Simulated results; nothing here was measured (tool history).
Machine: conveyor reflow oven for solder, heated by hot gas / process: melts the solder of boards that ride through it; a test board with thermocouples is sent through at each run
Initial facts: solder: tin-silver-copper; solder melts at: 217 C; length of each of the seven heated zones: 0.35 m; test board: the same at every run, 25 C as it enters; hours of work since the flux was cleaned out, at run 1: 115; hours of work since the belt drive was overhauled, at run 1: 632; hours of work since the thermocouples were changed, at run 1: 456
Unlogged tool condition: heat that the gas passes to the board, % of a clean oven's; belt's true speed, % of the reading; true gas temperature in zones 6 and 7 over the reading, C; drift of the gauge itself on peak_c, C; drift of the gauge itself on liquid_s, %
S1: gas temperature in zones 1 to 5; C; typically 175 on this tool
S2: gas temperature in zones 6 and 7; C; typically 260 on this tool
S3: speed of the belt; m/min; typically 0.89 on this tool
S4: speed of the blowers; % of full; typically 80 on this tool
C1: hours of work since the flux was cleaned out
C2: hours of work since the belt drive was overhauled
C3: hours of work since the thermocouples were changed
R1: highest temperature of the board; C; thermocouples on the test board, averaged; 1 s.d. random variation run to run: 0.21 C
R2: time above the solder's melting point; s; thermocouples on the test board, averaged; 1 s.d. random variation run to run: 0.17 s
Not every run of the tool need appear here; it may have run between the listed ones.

run   hour   S1   S2     S3  S4   C1    C2   C3     R1    R2
  1      0  175  260   0.89  80  115   632  456  244.7  31.6
  2   31.9  175  260   0.89  80  136   653  477  244.3  31.7
  3   56.1  175  260   0.89  80  152   669  493  244.7  31.6
  4     82  175  273   0.89  80  169   686  510  256.1  36.4
  5  107.9  175  273   0.89  80  186   703  527    256  36.8
  6  139.1  175  260   0.89  66  206   723  547    241  28.1
  7  160.6  175  260   0.89  66  220   737  561    241  28.3
  8    179  175  260   0.89  66  232   749  574  240.8  28.4
  9  193.7  175  260   0.89  80  242   759  583  244.8  31.5
 10  212.6  175  249   0.89  80  254   771  596  234.7  25.7
 11  227.9  175  249   0.89  80  264   781  606  235.2  25.6
 12  243.2  175  249   0.89  80  275   792  616  235.4  25.7
 13  275.9  175  249   0.89  80  296   813  637  235.8  25.9
 14  301.4  175  260   0.89  53  313   830  654  235.7  23.7
 15  320.3  175  260   0.89  53  325   842  666  235.3  23.8
 16  335.8  175  260   0.89  53  335   852  677  235.7  23.9
 17  349.7  175  260   0.89  53  344   861  686  235.5  23.4
 18    370  175  259   0.89  61  358   875  699  238.1  26.3
 19    392  175  250   0.89  87  372   889  714  237.8  28.2
 20  408.5  177  260  0.828  57  383   900  724  240.2    31
 21  434.3  177  260  0.828  57  400   917  741  240.2  30.6
 22  465.3  177  260  0.828  57  420   937  762    240  30.6
     477.7  -- flux residue cleaned out of gas plates and filters
 23  495.8  175  260   0.89  58   12   954  778  237.7  25.7
 24  526.7  175  262  0.756  68   32   974  799  248.2  39.7
 25  545.7  175  254  0.756  68   45   987  811  241.2  35.3
 26  578.2  175  254  0.756  68   66  1008  833  241.2  35.2
 27  592.9  175  254  0.756  68   76  1018  842  240.7  35.6
 28  618.3  175  254  0.756  68   92  1035  859    241  35.7
 29  648.4  175  273   0.89  80  112  1054  879  255.8  37.1
 30  670.7  169  260  0.745  50  127  1069  893  239.7  31.6

Below are 5 alternative next runs, each starting from the tool's condition after run 30. Predict each:
  A  684.2  175  260  0.782  80  136  1078  902   ?   ?
  B  684.2  166  260  0.802  74  136  1078  902   ?   ?
  C  684.2  165  261   0.89  52  136  1078  902   ?   ?
  D  684.2  169  260   0.91  50  136  1078  902   ?   ?
  E  684.2  169  274  0.745  50  136  1078  902   ?   ?

run     R1    R2
  A  248.1    39
  B  244.7  33.7
  C  233.4  19.8
  D  231.2  17.9
  E  251.3  39.4
Take away the tool's hidden state, keep each run's random variation, and the runs would have read:
run     R1    R2
  A  248.2    39
  B  244.7  33.7
  C  233.5  19.8
  D  231.3  17.9
  E  251.4  39.3

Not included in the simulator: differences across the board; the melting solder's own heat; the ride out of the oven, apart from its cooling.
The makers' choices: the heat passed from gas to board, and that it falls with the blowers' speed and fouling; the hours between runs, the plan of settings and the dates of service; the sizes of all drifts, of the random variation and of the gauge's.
